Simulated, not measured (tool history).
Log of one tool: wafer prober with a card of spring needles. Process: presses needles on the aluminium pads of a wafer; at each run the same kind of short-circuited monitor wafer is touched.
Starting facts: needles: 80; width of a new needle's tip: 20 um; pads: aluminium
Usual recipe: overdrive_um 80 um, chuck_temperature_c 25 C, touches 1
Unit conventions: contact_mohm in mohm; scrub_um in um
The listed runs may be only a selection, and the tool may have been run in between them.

run 1 hour=0.0 | overdrive_um=80 chuck_temperature_c=25 touches=1 | contact_mohm=140 scrub_um=16.51
-- hour=2.3 tips cleaned on abrasive film
-- hour=11.1 tips cleaned on abrasive film
-- hour=22.1 tips cleaned on abrasive film
-- hour=33.1 tips cleaned on abrasive film
-- hour=41.9 tips cleaned on abrasive film
run 2 hour=47.7 | overdrive_um=80 chuck_temperature_c=25 touches=1 | contact_mohm=135 scrub_um=16.60
-- hour=52.2 tips cleaned on abrasive film
-- hour=61.0 tips cleaned on abrasive film
-- hour=69.8 tips cleaned on abrasive film
-- hour=78.6 tips cleaned on abrasive film
-- hour=89.6 tips cleaned on abrasive film
run 3 hour=92.7 | overdrive_um=80 chuck_temperature_c=25 touches=1 | contact_mohm=129 scrub_um=16.32
-- hour=99.4 tips cleaned on abrasive film
-- hour=110.4 tips cleaned on abrasive film
-- hour=121.4 tips cleaned on abrasive film
-- hour=130.2 tips cleaned on abrasive film
run 4 hour=132.3 | overdrive_um=80 chuck_temperature_c=25 touches=1 | contact_mohm=126 scrub_um=16.43
-- hour=141.1 tips cleaned on abrasive film
-- hour=152.1 tips cleaned on abrasive film
-- hour=163.1 tips cleaned on abrasive film
run 5 hour=164.4 | overdrive_um=80 chuck_temperature_c=25 touches=1 | contact_mohm=124 scrub_um=16.09
-- hour=173.3 tips cleaned on abrasive film
-- hour=182.1 tips cleaned on abrasive film
-- hour=193.1 tips cleaned on abrasive film
-- hour=204.1 tips cleaned on abrasive film
-- hour=212.9 tips cleaned on abrasive film
run 6 hour=213.0 | overdrive_um=80 chuck_temperature_c=25 touches=1 | contact_mohm=119 scrub_um=16.23
-- hour=221.8 tips cleaned on abrasive film
-- hour=230.7 tips cleaned on abrasive film
-- hour=239.5 tips cleaned on abrasive film
-- hour=250.5 tips cleaned on abrasive film
-- hour=261.5 tips cleaned on abrasive film
run 7 hour=265.1 | overdrive_um=80 chuck_temperature_c=25 touches=1 | contact_mohm=135 scrub_um=16.13
-- hour=271.7 tips cleaned on abrasive film
-- hour=282.7 tips cleaned on abrasive film
-- hour=291.6 tips cleaned on abrasive film
-- hour=302.6 tips cleaned on abrasive film
-- hour=311.4 tips cleaned on abrasive film
run 8 hour=317.5 | overdrive_um=80 chuck_temperature_c=25 touches=1 | contact_mohm=142 scrub_um=16.11
-- hour=322.0 tips cleaned on abrasive film
-- hour=333.0 tips cleaned on abrasive film
-- hour=341.8 tips cleaned on abrasive film
-- hour=351.9 tips cleaned on abrasive film
run 9 hour=351.9 | overdrive_um=80 chuck_temperature_c=25 touches=1 | contact_mohm=124 scrub_um=16.13
-- hour=360.7 tips cleaned on abrasive film
-- hour=371.7 tips cleaned on abrasive film
-- hour=380.5 tips cleaned on abrasive film
-- hour=391.5 tips cleaned on abrasive film
-- hour=400.4 tips cleaned on abrasive film
run 10 hour=402.6 | overdrive_um=80 chuck_temperature_c=25 touches=1 | contact_mohm=131 scrub_um=15.90
-- hour=409.4 tips cleaned on abrasive film
-- hour=416.2 height of the first contact set anew
-- hour=418.5 tips cleaned on abrasive film
-- hour=427.3 tips cleaned on abrasive film
-- hour=438.3 tips cleaned on abrasive film
-- hour=447.1 tips cleaned on abrasive film
run 11 hour=452.5 | overdrive_um=76 chuck_temperature_c=25 touches=1 | contact_mohm=134 scrub_um=17.20
-- hour=457.0 tips cleaned on abrasive film
-- hour=468.0 tips cleaned on abrasive film
-- hour=479.0 tips cleaned on abrasive film
-- hour=490.0 tips cleaned on abrasive film
run 12 hour=491.8 | overdrive_um=76 chuck_temperature_c=25 touches=3 | contact_mohm=121 scrub_um=17.43
-- hour=500.7 tips cleaned on abrasive film
-- hour=509.5 tips cleaned on abrasive film
-- hour=518.3 tips cleaned on abrasive film
-- hour=529.3 tips cleaned on abrasive film
-- hour=538.1 tips cleaned on abrasive film
run 13 hour=538.5 | overdrive_um=80 chuck_temperature_c=25 touches=1 | contact_mohm=121 scrub_um=18.25
-- hour=547.3 tips cleaned on abrasive film
-- hour=556.1 tips cleaned on abrasive film
-- hour=564.9 tips cleaned on abrasive film
-- hour=575.9 tips cleaned on abrasive film
-- hour=584.7 tips cleaned on abrasive film
run 14 hour=591.5 | overdrive_um=80 chuck_temperature_c=44 touches=2 | contact_mohm=129 scrub_um=17.78

Estimate the outcome of run 15 from the log above:
-- hour=593.7 tips cleaned on abrasive film
-- hour=602.5 tips cleaned on abrasive film
-- hour=611.3 tips cleaned on abrasive film
-- hour=622.3 tips cleaned on abrasive film
run 15 hour=626.1 | overdrive_um=65 chuck_temperature_c=62 touches=2 | contact_mohm=? scrub_um=?

{"run 15": {"contact_mohm": 138, "scrub_um": 14.47}}
With no hidden state in the tool, this same run would have given contact_mohm 121 mohm, scrub_um 14.92 um.
